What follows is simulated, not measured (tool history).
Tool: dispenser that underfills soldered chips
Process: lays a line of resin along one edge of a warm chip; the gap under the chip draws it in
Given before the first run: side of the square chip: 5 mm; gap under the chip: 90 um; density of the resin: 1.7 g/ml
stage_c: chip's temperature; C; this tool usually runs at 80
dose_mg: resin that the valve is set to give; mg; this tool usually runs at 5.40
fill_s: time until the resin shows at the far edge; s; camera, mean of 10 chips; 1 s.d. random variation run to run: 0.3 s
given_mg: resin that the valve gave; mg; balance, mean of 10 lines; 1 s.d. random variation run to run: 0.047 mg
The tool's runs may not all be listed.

run,hour,stage_c,dose_mg,fill_s,given_mg
1,0.0,80,5.40,8.3,4.87
2,6.7,80,5.40,8.3,4.74
3,13.5,80,6.02,7.2,5.39
4,25.1,80,6.02,7.9,6.01
5,31.6,80,6.02,7.8,5.98
6,44.7,80,6.02,8.0,6.14
7,52.7,80,6.02,7.9,5.94
8,67.1,80,6.02,7.5,5.94
9,77.8,80,6.02,7.7,5.84
10,91.2,77,6.02,9.7,5.81
11,104.5,80,5.40,7.7,5.16
12,116.7,80,6.41,8.2,6.20
13,123.5,80,6.41,7.1,6.12
14,137.8,80,6.41,8.5,5.99
15,152.3,68,6.41,14.0,5.94
16,160.4,80,6.13,8.1,5.69
17,166.7,80,6.60,7.2,6.04
18,177.0,75,4.81,10.2,4.44
19,183.7,69,4.73,13.7,4.33
20,198.7,76,5.95,10.1,5.39
21,212.0,70,5.95,11.9,5.35
22,218.3,70,5.95,14.2,5.34
23,227.5,90,4.94,6.2,4.44
24,237.5,90,4.94,5.4,4.87
25,248.3,77,5.40,8.6,5.39
26,255.1,70,6.47,13.6,6.33
27,268.0,82,5.40,7.3,5.32
28,281.6,82,5.40,7.8,5.24
29,290.4,83,6.62,7.5,6.50
30,298.8,94,5.40,4.7,5.17
31,310.8,94,5.40,4.1,5.17
32,317.1,80,4.99,8.8,4.70
33,330.7,80,4.99,8.3,4.72

Put back what was entered between runs (39 entries, withheld): which listed runs does each sit between, and how does the hidden state differ from the listed run before to the listed run after?
Run 1 -> run 2: new syringe of resin (hour 1.6)
  resin's viscosity, % of fresh resin's: 120.1 -> 111.7; dose that the valve gives, % of what is set: 90.04 -> 89.7; true chip temperature over the reading, C: -2.49 -> -2.52
  measured result minus the result with no hidden state, fill_s: +2.4 -> +1.8 s; given_mg: -0.53 -> -0.56 mg
Run 2 -> run 3: new syringe of resin (hour 10.7)
  resin's viscosity, % of fresh resin's: 111.7 -> 107.3; dose that the valve gives, % of what is set: 89.7 -> 89.37; true chip temperature over the reading, C: -2.52 -> -2.55
  measured result minus the result with no hidden state, fill_s: +1.8 -> +1.3 s; given_mg: -0.56 -> -0.63 mg
Run 3 -> run 4: dispensing valve cleaned and set on the balance (hour 18.7); new syringe of resin (hour 21.0)
  resin's viscosity, % of fresh resin's: 107.3 -> 110.2; dose that the valve gives, % of what is set: 89.37 -> 99.8; true chip temperature over the reading, C: -2.55 -> -2.6
  measured result minus the result with no hidden state, fill_s: +1.3 -> +1.4 s; given_mg: -0.63 -> -0.02 mg
Run 4 -> run 5: new syringe of resin (hour 29.6)
  resin's viscosity, % of fresh resin's: 110.2 -> 104.2; dose that the valve gives, % of what is set: 99.8 -> 99.44; true chip temperature over the reading, C: -2.6 -> -2.62
  measured result minus the result with no hidden state, fill_s: +1.4 -> +1.1 s; given_mg: -0.02 -> -0.04 mg
Run 5 -> run 6: new syringe of resin (hour 38.3)
  resin's viscosity, % of fresh resin's: 104.2 -> 115.6; dose that the valve gives, % of what is set: 99.44 -> 98.73; true chip temperature over the reading, C: -2.62 -> -2.68
  measured result minus the result with no hidden state, fill_s: +1.1 -> +1.9 s; given_mg: -0.04 -> -0.08 mg
Run 6 -> run 7: new syringe of resin (hour 47.2)
  resin's viscosity, % of fresh resin's: 115.6 -> 113.3; dose that the valve gives, % of what is set: 98.73 -> 98.32; true chip temperature over the reading, C: -2.68 -> -2.72
  measured result minus the result with no hidden state, fill_s: +1.9 -> +1.7 s; given_mg: -0.08 -> -0.10 mg
Run 7 -> run 8: new syringe of resin (hour 55.8); new syringe of resin (hour 65.4)
  resin's viscosity, % of fresh resin's: 113.3 -> 104; dose that the valve gives, % of what is set: 98.32 -> 97.53; true chip temperature over the reading, C: -2.72 -> -2.78
  measured result minus the result with no hidden state, fill_s: +1.7 -> +1.2 s; given_mg: -0.10 -> -0.15 mg
Run 8 -> run 9: new syringe of resin (hour 75.3)
  resin's viscosity, % of fresh resin's: 104 -> 106.1; dose that the valve gives, % of what is set: 97.53 -> 96.99; true chip temperature over the reading, C: -2.78 -> -2.82
  measured result minus the result with no hidden state, fill_s: +1.2 -> +1.3 s; given_mg: -0.15 -> -0.18 mg
Run 9 -> run 10: new syringe of resin (hour 84.5)
  resin's viscosity, % of fresh resin's: 106.1 -> 116.9; dose that the valve gives, % of what is set: 96.99 -> 96.21; true chip temperature over the reading, C: -2.82 -> -2.88
  measured result minus the result with no hidden state, fill_s: +1.3 -> +2.4 s; given_mg: -0.18 -> -0.23 mg
Run 10 -> run 11: new syringe of resin (hour 93.4); new syringe of resin (hour 102.7)
  resin's viscosity, % of fresh resin's: 116.9 -> 103.2; dose that the valve gives, % of what is set: 96.21 -> 95.55; true chip temperature over the reading, C: -2.88 -> -2.94
  measured result minus the result with no hidden state, fill_s: +2.4 -> +1.2 s; given_mg: -0.23 -> -0.24 mg
Run 11 -> run 12: new syringe of resin (hour 111.8)
  resin's viscosity, % of fresh resin's: 103.2 -> 113.1; dose that the valve gives, % of what is set: 95.55 -> 94.96; true chip temperature over the reading, C: -2.94 -> -2.99
  measured result minus the result with no hidden state, fill_s: +1.2 -> +1.8 s; given_mg: -0.24 -> -0.32 mg
Run 12 -> run 13: new syringe of resin (hour 121.0)
  resin's viscosity, % of fresh resin's: 113.1 -> 106.5; dose that the valve gives, % of what is set: 94.96 -> 94.65; true chip temperature over the reading, C: -2.99 -> -3.02
  measured result minus the result with no hidden state, fill_s: +1.8 -> +1.3 s; given_mg: -0.32 -> -0.34 mg
Run 13 -> run 14: new syringe of resin (hour 129.8)
  resin's viscosity, % of fresh resin's: 106.5 -> 121.5; dose that the valve gives, % of what is set: 94.65 -> 93.88; true chip temperature over the reading, C: -3.02 -> -3.08
  measured result minus the result with no hidden state, fill_s: +1.3 -> +2.5 s; given_mg: -0.34 -> -0.39 mg
Run 14 -> run 15: new syringe of resin (hour 138.8); new syringe of resin (hour 147.6)
  resin's viscosity, % of fresh resin's: 121.5 -> 110.7; dose that the valve gives, % of what is set: 93.88 -> 93.14; true chip temperature over the reading, C: -3.08 -> -3.15
  measured result minus the result with no hidden state, fill_s: +2.5 -> +3.1 s; given_mg: -0.39 -> -0.44 mg
Run 15 -> run 16: new syringe of resin (hour 156.4)
  resin's viscosity, % of fresh resin's: 110.7 -> 109.3; dose that the valve gives, % of what is set: 93.14 -> 92.7; true chip temperature over the reading, C: -3.15 -> -3.18
  measured result minus the result with no hidden state, fill_s: +3.1 -> +1.7 s; given_mg: -0.44 -> -0.44 mg
Run 16 -> run 17: new syringe of resin (hour 165.3)
  resin's viscosity, % of fresh resin's: 109.3 -> 102.7; dose that the valve gives, % of what is set: 92.7 -> 92.34; true chip temperature over the reading, C: -3.18 -> -3.21
  measured result minus the result with no hidden state, fill_s: +1.7 -> +1.2 s; given_mg: -0.44 -> -0.50 mg
Run 17 -> run 18: new syringe of resin (hour 173.9)
  resin's viscosity, % of fresh resin's: 102.7 -> 107.7; dose that the valve gives, % of what is set: 92.34 -> 91.79; true chip temperature over the reading, C: -3.21 -> -3.25
  measured result minus the result with no hidden state, fill_s: +1.2 -> +2.4 s; given_mg: -0.50 -> -0.40 mg
Run 18 -> run 19: new syringe of resin (hour 183.1)
  resin's viscosity, % of fresh resin's: 107.7 -> 100.8; dose that the valve gives, % of what is set: 91.79 -> 91.47; true chip temperature over the reading, C: -3.25 -> -3.28
  measured result minus the result with no hidden state, fill_s: +2.4 -> +2.4 s; given_mg: -0.40 -> -0.41 mg
Run 19 -> run 20: new syringe of resin (hour 192.3)
  resin's viscosity, % of fresh resin's: 100.8 -> 115; dose that the valve gives, % of what is set: 91.47 -> 90.68; true chip temperature over the reading, C: -3.28 -> -3.35
  measured result minus the result with no hidden state, fill_s: +2.4 -> +2.7 s; given_mg: -0.41 -> -0.55 mg
Run 20 -> run 21: new syringe of resin (hour 201.5); new syringe of resin (hour 210.8)
  resin's viscosity, % of fresh resin's: 115 -> 103.9; dose that the valve gives, % of what is set: 90.68 -> 90.01; true chip temperature over the reading, C: -3.35 -> -3.4
  measured result minus the result with no hidden state, fill_s: +2.7 -> +2.3 s; given_mg: -0.55 -> -0.59 mg
Run 22 -> run 23: new syringe of resin (hour 219.9)
  resin's viscosity, % of fresh resin's: 119.8 -> 117.2; dose that the valve gives, % of what is set: 89.68 -> 89.23; true chip temperature over the reading, C: -3.43 -> -3.47
  measured result minus the result with no hidden state, fill_s: +4.3 -> +1.8 s; given_mg: -0.62 -> -0.54 mg
Run 23 -> run 24: new syringe of resin (hour 228.9); dispensing valve cleaned and set on the balance (hour 232.3)
  resin's viscosity, % of fresh resin's: 117.2 -> 118.4; dose that the valve gives, % of what is set: 89.23 -> 99.55; true chip temperature over the reading, C: -3.47 -> -3.51
  measured result minus the result with no hidden state, fill_s: +1.8 -> +1.6 s; given_mg: -0.54 -> -0.03 mg
Run 24 -> run 25: new syringe of resin (hour 239.1); new syringe of resin (hour 247.8)
  resin's viscosity, % of fresh resin's: 118.4 -> 101.5; dose that the valve gives, % of what is set: 99.55 -> 99.01; true chip temperature over the reading, C: -3.51 -> -3.55
  measured result minus the result with no hidden state, fill_s: +1.6 -> +1.4 s; given_mg: -0.03 -> -0.06 mg
Run 26 -> run 27: new syringe of resin (hour 257.4); new syringe of resin (hour 266.3)
  resin's viscosity, % of fresh resin's: 118.3 -> 102.7; dose that the valve gives, % of what is set: 98.64 -> 97.99; true chip temperature over the reading, C: -3.58 -> -3.64
  measured result minus the result with no hidden state, fill_s: +3.9 -> +1.2 s; given_mg: -0.09 -> -0.11 mg
Run 27 -> run 28: new syringe of resin (hour 274.9)
  resin's viscosity, % of fresh resin's: 102.7 -> 117.2; dose that the valve gives, % of what is set: 97.99 -> 97.24; true chip temperature over the reading, C: -3.64 -> -3.7
  measured result minus the result with no hidden state, fill_s: +1.2 -> +2.2 s; given_mg: -0.11 -> -0.15 mg
Run 28 -> run 29: new syringe of resin (hour 284.3)
  resin's viscosity, % of fresh resin's: 117.2 -> 116.4; dose that the valve gives, % of what is set: 97.24 -> 96.8; true chip temperature over the reading, C: -3.7 -> -3.73
  measured result minus the result with no hidden state, fill_s: +2.2 -> +2.0 s; given_mg: -0.15 -> -0.21 mg
Run 29 -> run 30: new syringe of resin (hour 293.6)
  resin's viscosity, % of fresh resin's: 116.4 -> 112.3; dose that the valve gives, % of what is set: 96.8 -> 96.38; true chip temperature over the reading, C: -3.73 -> -3.77
  measured result minus the result with no hidden state, fill_s: +2.0 -> +1.2 s; given_mg: -0.21 -> -0.20 mg
Run 30 -> run 31: new syringe of resin (hour 302.1); new syringe of resin (hour 310.8)
  resin's viscosity, % of fresh resin's: 112.3 -> 99.6; dose that the valve gives, % of what is set: 96.38 -> 95.79; true chip temperature over the reading, C: -3.77 -> -3.82
  measured result minus the result with no hidden state, fill_s: +1.2 -> +0.6 s; given_mg: -0.20 -> -0.23 mg
Run 32 -> run 33: new syringe of resin (hour 319.6); new syringe of resin (hour 328.9)
  resin's viscosity, % of fresh resin's: 114.9 -> 105.2; dose that the valve gives, % of what is set: 95.45 -> 94.75; true chip temperature over the reading, C: -3.84 -> -3.91
  measured result minus the result with no hidden state, fill_s: +2.4 -> +1.8 s; given_mg: -0.22 -> -0.26 mg
